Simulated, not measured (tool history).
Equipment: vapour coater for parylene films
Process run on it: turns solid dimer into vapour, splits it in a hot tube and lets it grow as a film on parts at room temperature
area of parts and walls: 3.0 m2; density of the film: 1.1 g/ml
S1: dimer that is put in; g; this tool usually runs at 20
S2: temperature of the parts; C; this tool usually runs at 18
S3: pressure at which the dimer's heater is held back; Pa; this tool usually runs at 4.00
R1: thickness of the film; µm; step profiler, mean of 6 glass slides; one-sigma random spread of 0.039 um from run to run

Run 1, day 0.000: usual settings. Result: R1 3.93 µm.
Run 2, day 1.583: usual settings. Result: R1 3.79 µm.
Run 3, day 3.446: usual settings. Result: R1 3.77 µm.
Run 4, day 6.208: usual settings. Result: R1 3.58 µm.
Run 5, day 8.179: usual settings. Result: R1 3.47 µm.
At day 8.738: trap's valve overhauled.
Run 6, day 9.746: usual settings. Result: R1 4.05 µm.
Run 7, day 11.483: usual settings. Result: R1 3.92 µm.
Run 8, day 14.546: usual settings. Result: R1 3.69 µm.
Run 9, day 15.900: usual settings. Result: R1 3.73 µm.
Run 10, day 17.558: usual settings but S2 19 C. Result: R1 3.42 µm.
Run 11, day 19.067: usual settings but S2 19 C, S3 9.22 Pa. Result: R1 2.95 µm.
Run 12, day 20.367: usual settings but S2 19 C, S3 9.22 Pa. Result: R1 2.89 µm.
At day 20.750: trap's valve overhauled.
Run 13, day 22.850: usual settings but S2 19 C, S3 9.22 Pa. Result: R1 3.29 µm.
Run 14, day 25.442: usual settings but S2 19 C, S3 9.22 Pa. Result: R1 3.20 µm.
Run 15, day 27.071: usual settings but S2 16 C. Result: R1 4.06 µm.
Run 16, day 28.725: usual settings. Result: R1 3.64 µm.
Run 17, day 30.262: usual settings but S3 3.61 Pa. Result: R1 3.61 µm.
Run 18, day 31.575: usual settings but S3 3.61 Pa. Result: R1 3.54 µm.
At day 32.767: trap's valve overhauled.
Run 19, day 33.525: usual settings but S3 3.61 Pa. Result: R1 4.05 µm.
Run 20, day 36.408: usual settings but S3 3.61 Pa. Result: R1 3.93 µm.
Run 21, day 37.858: usual settings but S3 8.82 Pa. Result: R1 3.27 µm.
Run 22, day 39.317: usual settings but S3 8.82 Pa. Result: R1 3.24 µm.
Run 23, day 41.075: usual settings but S3 8.82 Pa. Result: R1 3.14 µm.
Run 24, day 43.171: usual settings but S3 8.82 Pa. Result: R1 3.10 µm.
At day 44.829: trap's valve overhauled.
Run 25, day 44.971: usual settings but S1 13 g, S3 4.04 Pa. Result: R1 2.55 µm.
Run 26, day 46.258: usual settings but S1 14 g, S2 13 C, S3 2.48 Pa. Result: R1 3.59 µm.
Run 27, day 48.092: usual settings but S1 14 g, S2 16 C, S3 3.49 Pa. Result: R1 2.96 µm.
Run 28, day 50.188: usual settings but S1 14 g, S2 16 C, S3 8.58 Pa. Result: R1 2.50 µm.
Run 29, day 52.917: usual settings but S1 17 g, S2 25 C, S3 7.01 Pa. Result: R1 2.03 µm.
Run 30, day 54.958: usual settings but S1 17 g, S2 25 C, S3 7.01 Pa. Result: R1 2.01 µm.
At day 56.992: trap's valve overhauled.
Run 31, day 57.442: usual settings but S1 10 g. Result: R1 1.98 µm.
Run 32, day 59.658: usual settings but S1 10 g. Result: R1 1.91 µm.
Run 33, day 62.021: usual settings but S1 14 g, S2 29 C, S3 5.35 Pa. Result: R1 1.56 µm.
Run 34, day 63.583: usual settings but S2 27 C. Result: R1 2.45 µm.
Run 35, day 65.346: usual settings but S2 27 C. Result: R1 2.43 µm.
Run 36, day 67.946: usual settings but S2 27 C. Result: R1 2.29 µm.
At day 68.196: table's thermometer calibrated.
At day 69.088: trap's valve overhauled.
Run 37, day 70.654: usual settings but S2 27 C. Result: R1 2.73 µm.
Run 38, day 72.875: usual settings but S3 2.13 Pa. Result: R1 4.27 µm.
Run 39, day 75.662: usual settings but S1 26 g, S2 12 C, S3 4.02 Pa. Result: R1 6.33 µm.
Run 40, day 77.950: usual settings but S1 24 g, S2 13 C, S3 9.84 Pa. Result: R1 4.64 µm.
Run 41, day 79.283: usual settings but S3 6.72 Pa. Result: R1 3.26 µm.
At day 81.079: trap's valve overhauled.
Run 42, day 82.317: usual settings but S1 22 g, S2 24 C, S3 2.18 Pa. Result: R1 3.76 µm.
Run 43, day 84.912: usual settings but S1 22 g, S2 10 C, S3 5.87 Pa. Result: R1 5.73 µm.
Run 44, day 86.429: usual settings but S1 31 g, S2 19 C, S3 3.02 Pa. Result: R1 5.92 µm.
Run 45, day 89.512: usual settings but S1 30 g, S2 19 C, S3 5.12 Pa. Result: R1 5.07 µm.

Consider 3 possible next runs. They are alternatives, not a sequence: every one starts from the tool as it was left by run 45. What does each give?
Run A, day 92.096: usual settings but S1 24 g, S2 27 C, S3 2.36 Pa. Result: R1 ?.
Run B, day 92.096: usual settings but S2 20 C. Result: R1 ?.
Run C, day 92.096: usual settings but S1 30 g, S3 4.02 Pa. Result: R1 ?.

run    R1
  A  3.07
  B  3.17
  C  5.25
With the hidden condition removed and each run's random variation left untouched, the same runs would have given:
run    R1
  A  3.65
  B  3.77
  C  6.24
